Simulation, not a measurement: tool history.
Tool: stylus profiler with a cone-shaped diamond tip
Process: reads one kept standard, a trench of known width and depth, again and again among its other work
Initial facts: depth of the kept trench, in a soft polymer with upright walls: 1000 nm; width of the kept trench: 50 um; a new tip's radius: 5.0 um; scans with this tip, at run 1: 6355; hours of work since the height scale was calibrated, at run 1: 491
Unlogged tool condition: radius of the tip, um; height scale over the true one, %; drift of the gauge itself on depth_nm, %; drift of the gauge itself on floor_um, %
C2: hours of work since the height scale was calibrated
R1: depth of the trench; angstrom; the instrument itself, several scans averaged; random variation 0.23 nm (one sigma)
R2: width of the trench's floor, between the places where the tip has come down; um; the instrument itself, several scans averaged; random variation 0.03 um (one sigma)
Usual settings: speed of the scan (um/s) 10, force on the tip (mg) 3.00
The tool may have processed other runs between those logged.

Run 1, hour 0.0: usual settings; scans with this tip 6355; C2 491. Result: R1 10151.9 angstrom, R2 43.29 um.
Run 2, hour 31.4: usual settings; scans with this tip 6670; C2 516. Result: R1 10149.9 angstrom, R2 43.27 um.
Run 3, hour 59.0: usual settings but speed of the scan (um/s) 5; scans with this tip 6946; C2 537. Result: R1 10149.7 angstrom, R2 43.26 um.
Run 4, hour 76.6: usual settings but speed of the scan (um/s) 15; scans with this tip 7122; C2 550. Result: R1 10153.7 angstrom, R2 43.20 um.
Run 5, hour 93.0: usual settings but speed of the scan (um/s) 15; scans with this tip 7287; C2 563. Result: R1 10149.4 angstrom, R2 43.15 um.
Run 6, hour 116.9: usual settings but speed of the scan (um/s) 15; scans with this tip 7527; C2 582. Result: R1 10150.1 angstrom, R2 43.15 um.
Run 7, hour 145.9: usual settings; scans with this tip 7817; C2 604. Result: R1 10147.5 angstrom, R2 43.15 um.
Run 8, hour 176.4: usual settings; scans with this tip 8122; C2 628. Result: R1 10141.9 angstrom, R2 43.08 um.
Run 9, hour 207.1: usual settings; scans with this tip 8431; C2 652. Result: R1 10146.8 angstrom, R2 43.07 um.
Run 10, hour 240.5: usual settings but force on the tip (mg) 8.65; scans with this tip 8765; C2 677. Result: R1 10325.0 angstrom, R2 43.07 um.
Run 11, hour 273.6: usual settings but speed of the scan (um/s) 3, force on the tip (mg) 8.65; scans with this tip 9097; C2 703. Result: R1 10322.4 angstrom, R2 43.12 um.
Run 12, hour 303.7: usual settings but speed of the scan (um/s) 3, force on the tip (mg) 8.65; scans with this tip 9398; C2 726. Result: R1 10325.2 angstrom, R2 43.04 um.
Run 13, hour 326.8: usual settings but speed of the scan (um/s) 15, force on the tip (mg) 7.30; scans with this tip 9629; C2 744. Result: R1 10284.6 angstrom, R2 42.96 um.
Run 14, hour 351.5: usual settings but speed of the scan (um/s) 15, force on the tip (mg) 7.30; scans with this tip 9877; C2 763. Result: R1 10280.5 angstrom, R2 42.95 um.
Run 15, hour 380.4: usual settings but speed of the scan (um/s) 9, force on the tip (mg) 3.94; scans with this tip 10167; C2 786. Result: R1 10177.2 angstrom, R2 42.96 um.
Run 16, hour 406.6: usual settings but speed of the scan (um/s) 9, force on the tip (mg) 3.94; scans with this tip 10429; C2 806. Result: R1 10169.2 angstrom, R2 42.93 um.
Run 17, hour 423.8: usual settings but speed of the scan (um/s) 38, force on the tip (mg) 6.60; scans with this tip 10602; C2 819. Result: R1 10261.2 angstrom, R2 42.84 um.
Run 18, hour 447.7: usual settings but speed of the scan (um/s) 35, force on the tip (mg) 1.43; scans with this tip 10841; C2 838. Result: R1 10065.3 angstrom, R2 42.71 um.
Run 19, hour 475.3: usual settings but speed of the scan (um/s) 3, force on the tip (mg) 1.03; scans with this tip 11117; C2 859. Result: R1 10039.8 angstrom, R2 42.90 um.
Run 20, hour 505.8: usual settings but speed of the scan (um/s) 2, force on the tip (mg) 6.11; scans with this tip 11423; C2 883. Result: R1 10241.6 angstrom, R2 42.93 um.
Run 21, hour 525.5: usual settings but speed of the scan (um/s) 39, force on the tip (mg) 1.90; scans with this tip 11621; C2 898. Result: R1 10084.3 angstrom, R2 42.62 um.
Run 22, hour 555.4: usual settings but speed of the scan (um/s) 39, force on the tip (mg) 1.90; scans with this tip 11920; C2 921. Result: R1 10083.7 angstrom, R2 42.59 um.
Run 23, hour 572.3: usual settings but speed of the scan (um/s) 4, force on the tip (mg) 1.98; scans with this tip 12089; C2 934. Result: R1 10086.7 angstrom, R2 42.76 um.

For some of the steps in R1 from one run to the next: how much would appear even if the tool had no hidden state, given the settings, what came in and random variation, and how much remains for the hidden state plus any gauge scatter that the measured result and the result without hidden state don't share?
Run 9 -> 10: force on the tip (mg) 3.00 -> 8.65. R1 +178.2 angstrom: hidden state -1.9, all else +180.1.
Run 17 -> 18: speed of the scan (um/s) 38 -> 35, force on the tip (mg) 6.60 -> 1.43. R1 -195.9 angstrom: hidden state -0.2, all else -195.7.
Run 19 -> 20: speed of the scan (um/s) 3 -> 2, force on the tip (mg) 1.03 -> 6.11. R1 +201.8 angstrom: hidden state -2.1, all else +203.9.

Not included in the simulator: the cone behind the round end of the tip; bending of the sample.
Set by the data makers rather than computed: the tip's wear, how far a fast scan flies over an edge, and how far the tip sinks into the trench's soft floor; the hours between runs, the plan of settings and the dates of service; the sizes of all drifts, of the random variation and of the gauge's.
